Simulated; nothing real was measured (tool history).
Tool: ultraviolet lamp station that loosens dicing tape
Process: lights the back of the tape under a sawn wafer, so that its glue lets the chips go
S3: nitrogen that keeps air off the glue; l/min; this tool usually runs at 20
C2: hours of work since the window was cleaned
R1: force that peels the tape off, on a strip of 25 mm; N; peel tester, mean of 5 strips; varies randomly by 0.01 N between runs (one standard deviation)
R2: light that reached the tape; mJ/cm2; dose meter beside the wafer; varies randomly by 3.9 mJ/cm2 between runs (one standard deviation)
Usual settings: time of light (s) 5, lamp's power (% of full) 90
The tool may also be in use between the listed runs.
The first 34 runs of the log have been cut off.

run 35 hour=207.1 | time_of_light_(s)=9 lamp's_power_(%_of_full)=92 S3=32 | hours_of_work_of_the_lamp=221 C2=10 | R1=0.253 R2=1090
run 36 hour=215.8 | time_of_light_(s)=9 lamp's_power_(%_of_full)=92 S3=32 | hours_of_work_of_the_lamp=225 C2=15 | R1=0.247 R2=1092
run 37 hour=223.4 | time_of_light_(s)=5 lamp's_power_(%_of_full)=97 S3=20 | hours_of_work_of_the_lamp=229 C2=19 | R1=0.488 R2=635
run 38 hour=229.8 | time_of_light_(s)=9 lamp's_power_(%_of_full)=90 S3=20 | hours_of_work_of_the_lamp=233 C2=22 | R1=0.255 R2=1061
run 39 hour=236.8 | time_of_light_(s)=7 lamp's_power_(%_of_full)=91 S3=9 | hours_of_work_of_the_lamp=236 C2=26 | R1=0.516 R2=825
run 40 hour=245.0 | time_of_light_(s)=5 lamp's_power_(%_of_full)=88 S3=21 | hours_of_work_of_the_lamp=241 C2=30 | R1=0.606 R2=570
run 41 hour=250.9 | time_of_light_(s)=5 lamp's_power_(%_of_full)=88 S3=21 | hours_of_work_of_the_lamp=244 C2=33 | R1=0.610 R2=577
run 42 hour=255.4 | time_of_light_(s)=5 lamp's_power_(%_of_full)=82 S3=31 | hours_of_work_of_the_lamp=246 C2=36 | R1=0.566 R2=530
run 43 hour=262.8 | time_of_light_(s)=5 lamp's_power_(%_of_full)=82 S3=31 | hours_of_work_of_the_lamp=250 C2=39 | R1=0.568 R2=531

Below are 5 alternative next runs, each starting from the tool's condition after run 43. Predict each:
run A hour=270.8 | time_of_light_(s)=3 lamp's_power_(%_of_full)=75 S3=13 | hours_of_work_of_the_lamp=254 C2=44 | R1=? R2=?
run B hour=270.8 | time_of_light_(s)=6 lamp's_power_(%_of_full)=81 S3=17 | hours_of_work_of_the_lamp=254 C2=44 | R1=? R2=?
run C hour=270.8 | time_of_light_(s)=6 lamp's_power_(%_of_full)=82 S3=31 | hours_of_work_of_the_lamp=254 C2=44 | R1=? R2=?
run D hour=270.8 | time_of_light_(s)=4 lamp's_power_(%_of_full)=69 S3=32 | hours_of_work_of_the_lamp=254 C2=44 | R1=? R2=?
run E hour=270.8 | time_of_light_(s)=9 lamp's_power_(%_of_full)=69 S3=14 | hours_of_work_of_the_lamp=254 C2=44 | R1=? R2=?

run=A R1=2.632 R2=292
run=B R1=0.564 R2=633
run=C R1=0.399 R2=643
run=D R1=1.258 R2=357
run=E R1=0.418 R2=794
Without the tool's unlogged condition, the same runs would have read:
run=A R1=2.156 R2=335
run=B R1=0.432 R2=727
run=C R1=0.325 R2=740
run=D R1=0.957 R2=410
run=E R1=0.342 R2=914

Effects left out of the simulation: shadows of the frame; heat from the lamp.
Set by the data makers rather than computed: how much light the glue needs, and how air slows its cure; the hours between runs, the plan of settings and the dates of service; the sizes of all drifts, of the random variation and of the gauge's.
